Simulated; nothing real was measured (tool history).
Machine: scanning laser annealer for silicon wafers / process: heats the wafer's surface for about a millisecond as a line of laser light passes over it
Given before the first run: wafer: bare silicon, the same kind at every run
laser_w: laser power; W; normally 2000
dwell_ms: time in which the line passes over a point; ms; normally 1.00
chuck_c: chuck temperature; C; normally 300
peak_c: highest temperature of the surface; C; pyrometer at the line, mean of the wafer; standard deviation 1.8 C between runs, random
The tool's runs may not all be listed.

run   hour  laser_w  dwell_ms  chuck_c  peak_c
  1    0.0     2000      1.00      300    1021
  2   33.0     2000      0.99      300    1017
  3   54.9     2000      0.99      300    1012
  4   81.5     2000      1.00      300    1013
  5  109.7     2000      1.00      300    1015
  6  136.6     2000      1.00      300    1013
  7  152.6     2000      1.00      327    1036
  8  177.9     2000      1.00      327    1037
  9  194.0     2000      1.00      300    1010
 10  224.8     2000      1.00      300    1010
 11  244.8     2000      1.00      300    1006
 12  262.4     2000      1.00      300    1008
 13  277.9     2000      1.00      300    1007
 14  305.7     2000      1.00      300    1004
 15  324.7     2000      1.00      300    1006
 16  344.8     2000      1.00      300    1001
 17  364.6     1975      1.00      300     993
 18  379.2     1975      1.00      300     991
 19  411.4     1975      1.00      300     991
 20  432.4     1975      1.00      300     989
 21  446.5     2000      1.00      300     996
 22  465.6     2140      1.00      326    1079
 23  494.1     1744      0.79      329     865
     497.8  -- window over the wafer cleaned
 24  527.0     1785      0.79      288     830
 25  541.4     1907      0.95      300     933
     556.5  -- optics aligned, line set to its width
 26  571.9     2000      1.13      297    1034
 27  599.9     2000      1.13      297    1030
 28  625.3     2000      1.13      297    1028
 29  654.0     2150      1.05      300    1059
     661.8  -- window over the wafer cleaned, once more
 30  675.7     2150      1.05      300    1094
 31  704.2     2150      1.05      300    1094
 32  722.2     2150      1.05      300    1096
 33  748.4     1932      0.86      267     910
 34  766.8     2140      1.04      300    1083
 35  790.4     2140      1.04      300    1082
 36  806.7     1972      1.00      300    1000
 37  833.0     1972      1.00      300    1003
 38  847.6     2194      0.96      262    1034
 39  871.0     2194      0.96      318    1084
 40  893.2     2000      1.20      322    1095
 41  923.2     1921      1.21      276    1019
 42  953.8     2042      1.00      300    1023

Had the tool no unlogged condition, and each run kept its random variation, what would the results have been?
The tool's hidden condition here consists of: light that passes the window, % of a clean one's; laser's true power over the reading, %; width of the line over the set one, %; drift of the gauge itself on peak_c, C.
run  peak_c
  1    1029
  2    1026
  3    1022
  4    1025
  5    1028
  6    1027
  7    1051
  8    1054
  9    1026
 10    1029
 11    1026
 12    1029
 13    1028
 14    1026
 15    1029
 16    1025
 17    1018
 18    1016
 19    1018
 20    1016
 21    1025
 22    1111
 23     889
 24     863
 25     972
 26    1070
 27    1068
 28    1067
 29    1102
 30    1102
 31    1103
 32    1106
 33     920
 34    1096
 35    1096
 36    1013
 37    1017
 38    1050
 39    1102
 40    1114
 41    1039
 42    1044

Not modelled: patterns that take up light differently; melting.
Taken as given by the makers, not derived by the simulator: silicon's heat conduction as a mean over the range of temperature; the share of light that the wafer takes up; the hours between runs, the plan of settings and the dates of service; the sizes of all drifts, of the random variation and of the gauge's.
